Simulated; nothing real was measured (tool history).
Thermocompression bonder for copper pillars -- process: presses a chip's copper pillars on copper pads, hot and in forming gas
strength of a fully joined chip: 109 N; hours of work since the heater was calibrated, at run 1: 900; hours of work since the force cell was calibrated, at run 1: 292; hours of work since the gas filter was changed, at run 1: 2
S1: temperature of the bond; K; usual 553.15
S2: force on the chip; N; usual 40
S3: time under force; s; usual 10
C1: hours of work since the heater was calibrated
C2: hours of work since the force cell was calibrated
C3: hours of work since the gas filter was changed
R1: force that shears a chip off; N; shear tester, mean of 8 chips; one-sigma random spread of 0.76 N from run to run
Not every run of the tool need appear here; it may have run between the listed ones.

run   hour      S1  S2  S3    C1   C2   C3    R1
  1      0  553.15  40  10   900  292    2  52.7
  2   10.7  553.15  40  10   905  297    7  53.3
  3   31.3  553.15  40  10   914  306   16  53.5
  4   43.7  553.15  40  10   919  311   21  52.7
  5   56.8  547.15  40  10   925  317   27  50.6
  6   72.2  547.15  40  10   932  324   34  50.3
  7   81.7  553.15  40  10   936  328   38    52
  8   92.9  553.15  43  10   941  333   43  54.1
  9  110.3  547.15  40  10   949  341   51  50.2
 10  121.1  547.15  40  10   954  346   56  49.9
 11  144.3  547.15  40  10   964  356   66  50.5
 12  156.1  547.15  40  10   969  361   71  48.6
 13  165.8  547.15  40  10   974  365   75  49.6
 14  178.5  547.15  40  10   979  371   81  49.5
 15  188.9  553.15  40  10   984  376   86  51.2
 16  210.7  553.15  40  29   993  385   95  72.2
 17  232.6  553.15  40  29  1003  395  105  72.2
 18  244.1  553.15  40  29  1008  400  110  72.5
 19  257.4  553.15  40  10  1014  406  116  52.7
 20  271.3  553.15  40  10  1020  412  122  52.1
     285.7  -- heater calibrated with a thermocouple chip
 21  293.6  553.15  29  22     3  421  131  57.6

Run 22 has not been measured yet. What should we expect?
 22  307.5  573.15  59   8  10  427  137   ?

R1: 66.1 N
With the hidden condition absent and the run-to-run variation left alone, this run would have shown R1 72.3 N.
